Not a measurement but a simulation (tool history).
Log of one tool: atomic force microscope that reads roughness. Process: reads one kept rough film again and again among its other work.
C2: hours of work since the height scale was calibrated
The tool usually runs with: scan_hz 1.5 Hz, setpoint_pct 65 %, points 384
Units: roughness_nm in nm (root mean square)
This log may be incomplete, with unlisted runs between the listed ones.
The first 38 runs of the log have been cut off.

At hour 293.8: new tip fitted.
Run 39, hour 299.6: usual settings but scan_hz 0.71 Hz; pictures with this tip 7; C2 207. Result: roughness_nm 2.034 nm (root mean square).
Run 40, hour 308.5: usual settings but scan_hz 0.71 Hz; pictures with this tip 18; C2 211. Result: roughness_nm 1.991 nm (root mean square).
Run 41, hour 313.7: usual settings but scan_hz 1.54 Hz; pictures with this tip 24; C2 213. Result: roughness_nm 1.91 nm (root mean square).
Run 42, hour 318.4: usual settings but scan_hz 0.67 Hz, setpoint_pct 72 %, points 708; pictures with this tip 30; C2 216. Result: roughness_nm 1.964 nm (root mean square).
Run 43, hour 323.8: usual settings but scan_hz 0.67 Hz, setpoint_pct 72 %, points 708; pictures with this tip 36; C2 218. Result: roughness_nm 1.937 nm (root mean square).
Run 44, hour 330: usual settings but scan_hz 0.67 Hz, setpoint_pct 72 %, points 708; pictures with this tip 44; C2 221. Result: roughness_nm 1.907 nm (root mean square).
Run 45, hour 336.3: usual settings but points 363; pictures with this tip 51; C2 223. Result: roughness_nm 1.851 nm (root mean square).
Run 46, hour 345.1: usual settings but scan_hz 2.19 Hz, points 555; pictures with this tip 62; C2 227. Result: roughness_nm 1.775 nm (root mean square).
Run 47, hour 350.9: usual settings but scan_hz 2.19 Hz, points 555; pictures with this tip 69; C2 230. Result: roughness_nm 1.766 nm (root mean square).
Run 48, hour 357.9: usual settings but scan_hz 2.19 Hz, points 555; pictures with this tip 77; C2 233. Result: roughness_nm 1.746 nm (root mean square).
Run 49, hour 362.5: usual settings but setpoint_pct 69 %, points 356; pictures with this tip 83; C2 235. Result: roughness_nm 1.744 nm (root mean square).
Run 50, hour 370.2: usual settings but setpoint_pct 69 %, points 356; pictures with this tip 92; C2 238. Result: roughness_nm 1.711 nm (root mean square).

Predict each of these 4 candidate next runs independently; none follows another, all start after run 50:
Run A, hour 378.1: usual settings but setpoint_pct 69 %, points 656; pictures with this tip 102; C2 242. Result: roughness_nm ?.
Run B, hour 378.1: usual settings but setpoint_pct 64 %, points 360; pictures with this tip 102; C2 242. Result: roughness_nm ?.
Run C, hour 378.1: usual settings but scan_hz 1.86 Hz, setpoint_pct 84 %, points 456; pictures with this tip 102; C2 242. Result: roughness_nm ?.
Run D, hour 378.1: usual settings but points 743; pictures with this tip 102; C2 242. Result: roughness_nm ?.

run  roughness_nm
  A         1.702
  B         1.716
  C         1.509
  D         1.728
Had the tool no hidden state, the same runs would have come out as:
run  roughness_nm
  A         2.011
  B         2.025
  C         1.781
  D          2.04

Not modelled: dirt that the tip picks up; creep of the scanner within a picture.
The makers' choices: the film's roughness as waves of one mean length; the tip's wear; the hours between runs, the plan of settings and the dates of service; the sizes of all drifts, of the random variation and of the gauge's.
